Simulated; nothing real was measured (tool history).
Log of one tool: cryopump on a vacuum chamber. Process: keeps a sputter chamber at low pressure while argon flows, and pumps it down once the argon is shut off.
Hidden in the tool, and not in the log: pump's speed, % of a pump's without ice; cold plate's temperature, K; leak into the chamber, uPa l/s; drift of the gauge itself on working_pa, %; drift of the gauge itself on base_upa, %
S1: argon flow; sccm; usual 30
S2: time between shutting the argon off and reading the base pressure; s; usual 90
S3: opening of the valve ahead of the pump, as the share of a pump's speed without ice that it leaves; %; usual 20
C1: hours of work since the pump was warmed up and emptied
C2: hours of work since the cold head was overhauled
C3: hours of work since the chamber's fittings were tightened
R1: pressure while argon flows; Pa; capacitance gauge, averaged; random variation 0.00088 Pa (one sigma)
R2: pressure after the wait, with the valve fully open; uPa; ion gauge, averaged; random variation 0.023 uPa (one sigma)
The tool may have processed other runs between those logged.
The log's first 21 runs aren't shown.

run    hour  S1  S2  S3   C1    C2    C3      R1    R2
 22  1279.1  20  26  53  359  3176   514  0.0580  2.53
     1296.2  -- pump warmed up, emptied and cooled again
 23  1328.9  46  39  20   24  3208   547  0.2807  1.75
 24  1404.9  46  39  20   79  3263   602  0.2825  1.86
 25  1463.0  46  39  20  120  3305   644  0.2863  1.95
 26  1541.7  46  39  20  177  3362   701  0.2909  1.96
 27  1618.2  35  39  56  233  3417   756  0.0874  2.06
 28  1656.7  35  39  56  260  3445   784  0.0888  2.16
 29  1705.3  14  26  20  296  3480   819  0.0909  2.76
 30  1752.4  24  82  20  330  3514   853  0.1576  1.58
 31  1796.4  22  82  42  361  3546   885  0.0781  1.67
     1809.8  -- pump warmed up, emptied and cooled again
 32  1878.0  22  82  42   49  3601   940  0.0660  1.38
 33  1936.9  18  90  24   92  3644   982  0.0922  1.33
 34  1978.7  18  90  24  122  3674  1013  0.0933  1.40

Each row is a separate what-if for the run after 34, all from the same tool condition, not one after another. Results?
  A  2023.2  41  69  46  154  3706  1045   ?   ?
  B  2023.2  18  90  18  154  3706  1045   ?   ?
  C  2023.2  30  90  43  154  3706  1045   ?   ?
  D  2023.2  15  90  24  154  3706  1045   ?   ?

run      R1    R2
  A  0.1162  1.61
  B  0.1242  1.40
  C  0.0911  1.45
  D  0.0789  1.40
Had the tool no hidden state, the same runs would have come out as:
run      R1    R2
  A  0.1062  0.91
  B  0.1198  0.72
  C  0.0838  0.74
  D  0.0752  0.71

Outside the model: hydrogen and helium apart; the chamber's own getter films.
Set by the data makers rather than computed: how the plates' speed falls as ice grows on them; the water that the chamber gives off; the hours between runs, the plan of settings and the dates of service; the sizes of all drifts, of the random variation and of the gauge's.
